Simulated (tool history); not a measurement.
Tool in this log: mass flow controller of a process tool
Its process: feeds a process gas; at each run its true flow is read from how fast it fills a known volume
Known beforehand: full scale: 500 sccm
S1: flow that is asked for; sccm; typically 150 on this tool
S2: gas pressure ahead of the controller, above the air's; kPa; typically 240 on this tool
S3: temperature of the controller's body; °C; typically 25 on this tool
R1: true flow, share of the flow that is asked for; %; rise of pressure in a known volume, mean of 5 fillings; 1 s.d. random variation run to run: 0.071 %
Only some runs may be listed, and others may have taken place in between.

run,hour,S1,S2,S3,R1
1,0,150,240,25,99.21
2,47.6,150,240,25,99.11
3,161.1,150,240,25,99.16
4,259.3,150,242,25,99.13
5,355.5,150,242,25,99.08
6,461.5,150,240,25,98.86
7,550.4,150,240,28,98.69
8,608.1,150,240,28,98.59
9,717.4,150,240,28,98.58
10,816.7,499,240,25,100
11,902.6,499,240,25,100
12,1009.2,499,240,25,99.95
13,1107.1,499,240,25,99.73
14,1203.8,96,240,23,98.42
15,1260,96,240,23,98.48
# hour 1267.7: controller's zero set anew
16,1359.6,96,147,23,97.28
17,1409.6,316,192,27,98.84
# hour 1434.8: controller's zero set anew, once more
18,1495.9,150,240,29,99.23
19,1576.4,150,240,29,99.07
20,1633.9,150,240,29,99.13
21,1693,150,240,29,99.09
22,1748.3,150,156,25,99.17
23,1855.7,150,156,25,99.24
24,1906.3,165,249,27,99.3
25,2022.1,318,187,23,99.86

Alternative continuations, all from the tool just after run 25; predict every row:
A,2133.6,150,202,25,?
B,2133.6,446,240,25,?
C,2133.6,150,240,24,?

run,R1
A,99.32
B,99.98
C,99.56
Without the tool's unlogged condition, the same runs would have read:
run,R1
A,99.55
B,100.08
C,99.78
